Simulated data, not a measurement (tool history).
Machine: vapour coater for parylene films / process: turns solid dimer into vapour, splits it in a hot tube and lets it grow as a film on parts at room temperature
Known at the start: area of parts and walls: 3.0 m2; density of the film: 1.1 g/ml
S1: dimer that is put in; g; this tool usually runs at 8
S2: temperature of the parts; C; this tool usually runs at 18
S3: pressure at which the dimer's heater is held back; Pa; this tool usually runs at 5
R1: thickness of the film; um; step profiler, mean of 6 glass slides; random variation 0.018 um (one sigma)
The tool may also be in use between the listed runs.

Run 1, day 0: usual settings. Result: R1 1.44 um.
Run 2, day 0.967: usual settings. Result: R1 1.47 um.
Run 3, day 2.046: usual settings. Result: R1 1.42 um.
Run 4, day 2.904: usual settings but S3 2.44 Pa. Result: R1 1.5 um.
Run 5, day 3.879: usual settings but S3 2.44 Pa. Result: R1 1.51 um.
Run 6, day 4.558: usual settings but S3 2.44 Pa. Result: R1 1.49 um.
Run 7, day 5.367: usual settings but S3 2.44 Pa. Result: R1 1.47 um.
Run 8, day 6.212: usual settings but S3 2.18 Pa. Result: R1 1.48 um.
Run 9, day 7.246: usual settings but S3 2.18 Pa. Result: R1 1.43 um.
Run 10, day 7.754: usual settings but S3 2.18 Pa. Result: R1 1.46 um.
Run 11, day 8.629: usual settings but S3 2.18 Pa. Result: R1 1.45 um.
Run 12, day 9.65: usual settings. Result: R1 1.36 um.
Run 13, day 10.154: usual settings. Result: R1 1.4 um.
Run 14, day 10.971: usual settings. Result: R1 1.34 um.
Run 15, day 12.029: usual settings but S2 11 C. Result: R1 1.83 um.
Run 16, day 12.871: usual settings but S1 10 g. Result: R1 1.7 um.
Run 17, day 13.962: usual settings but S1 10 g, S3 5.7 Pa. Result: R1 1.66 um.
Run 18, day 14.904: usual settings but S1 10 g, S3 5.7 Pa. Result: R1 1.64 um.
Run 19, day 15.529: usual settings but S1 10 g, S3 5.7 Pa. Result: R1 1.64 um.
Run 20, day 16.338: usual settings but S1 10 g, S3 5.7 Pa. Result: R1 1.61 um.
Run 21, day 17.138: usual settings but S1 10 g, S3 5.7 Pa. Result: R1 1.65 um.
At day 17.992: trap's valve overhauled.
Run 22, day 18.05: usual settings but S1 10 g, S3 5.7 Pa. Result: R1 1.74 um.
Run 23, day 18.767: usual settings but S1 10 g, S3 5.7 Pa. Result: R1 1.75 um.
Run 24, day 19.621: usual settings but S1 4 g, S2 15 C, S3 2.99 Pa. Result: R1 0.82 um.
Run 25, day 20.508: usual settings but S1 13 g, S2 17 C, S3 4.15 Pa. Result: R1 2.39 um.
Run 26, day 21.529: usual settings but S1 13 g, S2 17 C, S3 4.15 Pa. Result: R1 2.4 um.
Run 27, day 22.071: usual settings but S1 13 g, S2 17 C, S3 4.15 Pa. Result: R1 2.36 um.
Run 28, day 22.779: usual settings but S2 14 C. Result: R1 1.65 um.
Run 29, day 23.767: usual settings but S1 5 g, S2 25 C, S3 7.68 Pa. Result: R1 0.63 um.
Run 30, day 24.662: usual settings but S1 5 g, S2 25 C, S3 7.68 Pa. Result: R1 0.63 um.
At day 24.779: table's thermometer calibrated.
Run 31, day 25.283: usual settings but S1 5 g, S2 25 C, S3 7.68 Pa. Result: R1 0.61 um.
Run 32, day 26.025: usual settings but S1 5 g, S2 25 C, S3 7.68 Pa. Result: R1 0.59 um.
Run 33, day 26.904: usual settings but S1 12 g, S2 15 C, S3 4.32 Pa. Result: R1 2.29 um.
Run 34, day 27.371: usual settings but S2 15 C, S3 9.26 Pa. Result: R1 1.46 um.
Run 35, day 28.062: usual settings but S2 13 C, S3 9.26 Pa. Result: R1 1.61 um.
Run 36, day 28.654: usual settings but S2 16 C, S3 2.37 Pa. Result: R1 1.53 um.
At day 29.1: table's thermometer calibrated, once more.
Run 37, day 29.333: usual settings but S1 7 g, S3 7.26 Pa. Result: R1 1.2 um.
Run 38, day 30.133: usual settings but S1 7 g, S3 7.26 Pa. Result: R1 1.2 um.
Run 39, day 31.029: usual settings but S1 7 g, S3 7.26 Pa. Result: R1 1.18 um.
Run 40, day 31.608: usual settings but S1 12 g, S2 27 C, S3 2.44 Pa. Result: R1 1.46 um.
Run 41, day 32.554: usual settings but S1 12 g, S2 27 C, S3 2.44 Pa. Result: R1 1.48 um.
Run 42, day 33.492: usual settings but S1 9 g, S2 12 C, S3 6.14 Pa. Result: R1 1.93 um.
Run 43, day 34.238: usual settings but S1 3 g, S2 17 C, S3 2.68 Pa. Result: R1 0.55 um.
Run 44, day 35.138: usual settings but S1 5 g, S2 29 C, S3 11.24 Pa. Result: R1 0.49 um.
Run 45, day 35.804: usual settings but S1 3 g, S2 15 C. Result: R1 0.58 um.
Run 46, day 36.604: usual settings but S1 3 g, S2 15 C. Result: R1 0.58 um.

Each row is a separate what-if for the run after 46, all from the same tool condition, not one after another. Results?
At day 37.162: trap's valve overhauled.
Run A, day 37.667: usual settings but S2 19 C. Result: R1 ?.
At day 37.162: trap's valve overhauled.
Run B, day 37.667: usual settings but S2 29 C. Result: R1 ?.
At day 37.162: trap's valve overhauled.
Run C, day 37.667: usual settings but S1 3 g, S2 15 C, S3 3.41 Pa. Result: R1 ?.
At day 37.162: trap's valve overhauled.
Run D, day 37.667: usual settings but S1 6 g, S2 25 C, S3 2.54 Pa. Result: R1 ?.

run    R1
  A  1.39
  B  0.91
  C  0.62
  D  0.84
Stripped of hidden state, with their random variation kept, the same runs would have yielded:
run    R1
  A  1.41
  B  0.93
  C  0.63
  D  0.85
